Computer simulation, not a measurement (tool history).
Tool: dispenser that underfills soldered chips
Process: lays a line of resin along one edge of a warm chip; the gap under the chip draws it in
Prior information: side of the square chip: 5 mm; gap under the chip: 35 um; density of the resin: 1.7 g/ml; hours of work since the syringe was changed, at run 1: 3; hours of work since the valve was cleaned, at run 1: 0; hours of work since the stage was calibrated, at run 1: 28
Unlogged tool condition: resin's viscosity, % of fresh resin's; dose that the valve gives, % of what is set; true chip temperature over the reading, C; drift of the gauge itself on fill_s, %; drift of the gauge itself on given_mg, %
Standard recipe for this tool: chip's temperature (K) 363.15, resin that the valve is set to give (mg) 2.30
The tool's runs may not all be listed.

run,hour,chip's temperature (K),resin that the valve is set to give (mg),hours of work since the syringe was changed,hours of work since the valve was cleaned,hours of work since the stage was calibrated,time until the resin shows at the far edge (s),resin that the valve gave (mg)
1,0.0,363.15,2.30,3,0,28,35.2,2.299
2,3.2,363.15,2.30,5,3,30,41.4,2.304
3,5.6,363.15,2.30,7,5,32,47.7,2.299
# hour 8.9: new syringe of resin
4,10.3,363.15,2.30,1,8,36,32.0,2.294
5,13.5,363.15,2.30,3,10,38,37.6,2.295
6,15.5,368.15,2.30,5,12,39,35.6,2.291
7,19.4,368.15,2.30,8,15,42,43.3,2.289
# hour 21.4: new syringe of resin
8,23.0,368.15,2.30,1,17,45,27.2,2.288
9,27.3,368.15,2.30,4,21,48,34.6,2.282
10,31.9,374.15,2.30,8,24,52,38.2,2.285
# hour 33.8: new syringe of resin
11,34.9,374.15,2.30,1,26,54,22.9,2.281
12,37.2,374.15,2.30,3,28,55,25.4,2.281
13,41.0,374.15,2.30,5,31,58,31.5,2.279
14,43.2,349.15,2.30,7,33,60,74.5,2.277
# hour 46.3: new syringe of resin
15,47.6,349.15,2.30,1,36,63,48.3,2.272
16,51.8,363.15,2.30,4,39,66,39.2,2.267
# hour 54.6: dispensing valve cleaned and set on the balance
17,55.0,363.15,2.30,6,0,68,44.1,2.297
18,58.6,363.15,2.37,9,3,71,52.8,2.362
# hour 59.7: new syringe of resin
19,60.8,357.15,2.00,1,4,72,39.0,1.991
20,63.2,351.15,2.04,3,6,74,51.8,2.034
21,65.7,351.15,2.04,5,8,76,59.5,2.030
22,68.3,369.15,2.57,7,10,78,38.1,2.555
# hour 72.1: new syringe of resin
23,73.2,374.15,2.82,1,14,81,22.1,2.802
24,76.2,355.15,2.06,3,16,84,46.8,2.047
25,80.7,359.15,2.82,6,19,87,50.4,2.794
# hour 84.6: new syringe of resin
26,85.0,358.15,2.45,0,22,90,34.6,2.428
27,89.0,358.15,2.31,3,25,93,43.5,2.286
28,91.9,352.15,2.13,6,28,95,61.4,2.105
29,94.8,352.15,2.13,8,30,97,71.1,2.104
# hour 96.9: new syringe of resin
30,99.5,374.15,2.09,2,33,101,25.5,2.061
31,103.3,374.15,2.09,5,36,104,30.3,2.060
32,106.2,350.15,2.81,7,38,106,69.8,2.771
# hour 109.7: dispensing valve cleaned and set on the balance
# hour 110.4: new syringe of resin
33,111.9,357.15,3.00,1,1,109,37.8,2.992
34,113.9,363.15,2.30,3,3,111,35.8,2.294
35,115.8,370.15,2.38,4,4,112,32.2,2.371
36,119.1,370.15,2.03,7,7,115,40.1,2.019

Results per run with the tool's hidden condition removed, run-to-run variation unchanged:
run,time until the resin shows at the far edge (s),resin that the valve gave (mg)
1,29.3,2.298
2,29.1,2.305
3,29.6,2.301
4,29.7,2.299
5,29.5,2.302
6,25.1,2.299
7,24.8,2.299
8,24.8,2.300
9,25.2,2.296
10,21.9,2.303
11,21.5,2.300
12,21.1,2.301
13,21.3,2.301
14,45.1,2.301
15,45.1,2.298
16,29.3,2.296
17,29.2,2.302
18,29.1,2.370
19,36.6,1.998
20,42.7,2.043
21,43.3,2.040
22,24.1,2.569
23,20.8,2.821
24,37.4,2.062
25,31.8,2.818
26,33.6,2.452
27,34.4,2.311
28,41.5,2.129
29,41.3,2.130
30,22.2,2.089
31,21.6,2.090
32,42.7,2.812
33,34.4,3.001
34,29.3,2.302
35,23.9,2.380
36,25.1,2.029

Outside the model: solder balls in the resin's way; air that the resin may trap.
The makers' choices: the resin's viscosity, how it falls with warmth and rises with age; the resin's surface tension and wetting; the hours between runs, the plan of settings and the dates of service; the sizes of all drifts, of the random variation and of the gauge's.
